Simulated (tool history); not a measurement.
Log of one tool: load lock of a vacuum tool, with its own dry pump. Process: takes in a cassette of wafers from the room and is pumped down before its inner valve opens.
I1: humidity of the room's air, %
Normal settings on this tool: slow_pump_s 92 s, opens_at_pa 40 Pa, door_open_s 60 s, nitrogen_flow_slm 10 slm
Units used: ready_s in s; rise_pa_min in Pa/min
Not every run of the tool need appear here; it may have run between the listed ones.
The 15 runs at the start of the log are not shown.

Run 16, hour 4496.4: usual settings; I1 45.5. Result: ready_s 126.9 s, rise_pa_min 0.121 Pa/min.
Run 17, hour 4834.6: usual settings; I1 48.7. Result: ready_s 125.2 s, rise_pa_min 0.132 Pa/min.
Run 18, hour 5118.5: usual settings but slow_pump_s 63 s, door_open_s 128 s; I1 44.9. Result: ready_s 99.7 s, rise_pa_min 0.166 Pa/min.
Run 19, hour 5367.7: usual settings but slow_pump_s 63 s, door_open_s 128 s; I1 45.3. Result: ready_s 99.2 s, rise_pa_min 0.182 Pa/min.
Run 20, hour 5694.2: usual settings but slow_pump_s 98 s, door_open_s 174 s; I1 45.2. Result: ready_s 130.2 s, rise_pa_min 0.212 Pa/min.
Run 21, hour 6008.2: usual settings but slow_pump_s 73 s, opens_at_pa 65 Pa, door_open_s 48 s, nitrogen_flow_slm 14 slm; I1 46.0. Result: ready_s 104.3 s, rise_pa_min 0.135 Pa/min.
Run 22, hour 6297.2: usual settings but door_open_s 65 s, nitrogen_flow_slm 25 slm; I1 46.0. Result: ready_s 125.2 s, rise_pa_min 0.130 Pa/min.
Run 23, hour 6610.6: usual settings but door_open_s 65 s, nitrogen_flow_slm 25 slm; I1 43.3. Result: ready_s 125.3 s, rise_pa_min 0.134 Pa/min.
Run 24, hour 6873.6: usual settings but door_open_s 65 s, nitrogen_flow_slm 25 slm; I1 47.0. Result: ready_s 125.4 s, rise_pa_min 0.142 Pa/min.
Run 25, hour 7214.3: usual settings but slow_pump_s 166 s, opens_at_pa 33 Pa, nitrogen_flow_slm 17 slm; I1 39.8. Result: ready_s 189.9 s, rise_pa_min 0.135 Pa/min.
Run 26, hour 7378.4: usual settings but slow_pump_s 166 s, opens_at_pa 33 Pa, nitrogen_flow_slm 17 slm; I1 45.6. Result: ready_s 191.7 s, rise_pa_min 0.150 Pa/min.
Run 27, hour 7636.7: usual settings but slow_pump_s 166 s, opens_at_pa 33 Pa, door_open_s 33 s, nitrogen_flow_slm 17 slm; I1 44.6. Result: ready_s 191.0 s, rise_pa_min 0.130 Pa/min.
Run 28, hour 7852.0: usual settings but slow_pump_s 166 s, opens_at_pa 33 Pa, door_open_s 33 s, nitrogen_flow_slm 17 slm; I1 41.5. Result: ready_s 191.9 s, rise_pa_min 0.132 Pa/min.
Run 29, hour 8117.8: usual settings but slow_pump_s 54 s, opens_at_pa 52 Pa, door_open_s 85 s, nitrogen_flow_slm 17 slm; I1 42.8. Result: ready_s 91.1 s, rise_pa_min 0.163 Pa/min.
Run 30, hour 8392.7: usual settings but slow_pump_s 54 s, opens_at_pa 45 Pa, door_open_s 85 s, nitrogen_flow_slm 17 slm; I1 44.1. Result: ready_s 92.7 s, rise_pa_min 0.173 Pa/min.
Run 31, hour 8656.3: usual settings but slow_pump_s 62 s, door_open_s 127 s; I1 46.0. Result: ready_s 100.3 s, rise_pa_min 0.210 Pa/min.

3 options for the next run, each taken on its own from the tool as it stands now. Forecast them:
Run A, hour 8980.0: usual settings but slow_pump_s 62 s, opens_at_pa 55 Pa, door_open_s 85 s, nitrogen_flow_slm 6 slm; I1 40.4. Result: ready_s ?, rise_pa_min ?.
Run B, hour 8980.0: usual settings but opens_at_pa 56 Pa; I1 44.0. Result: ready_s ?, rise_pa_min ?.
Run C, hour 8980.0: usual settings but opens_at_pa 32 Pa, door_open_s 115 s, nitrogen_flow_slm 9 slm; I1 47.9. Result: ready_s ?, rise_pa_min ?.

run  ready_s  rise_pa_min
  A     98.9        0.193
  B    124.7        0.173
  C    128.2        0.216
Stripped of hidden state, with their random variation kept, the same runs would have yielded:
run  ready_s  rise_pa_min
  A     95.4        0.082
  B    121.7        0.059
  C    124.9        0.105

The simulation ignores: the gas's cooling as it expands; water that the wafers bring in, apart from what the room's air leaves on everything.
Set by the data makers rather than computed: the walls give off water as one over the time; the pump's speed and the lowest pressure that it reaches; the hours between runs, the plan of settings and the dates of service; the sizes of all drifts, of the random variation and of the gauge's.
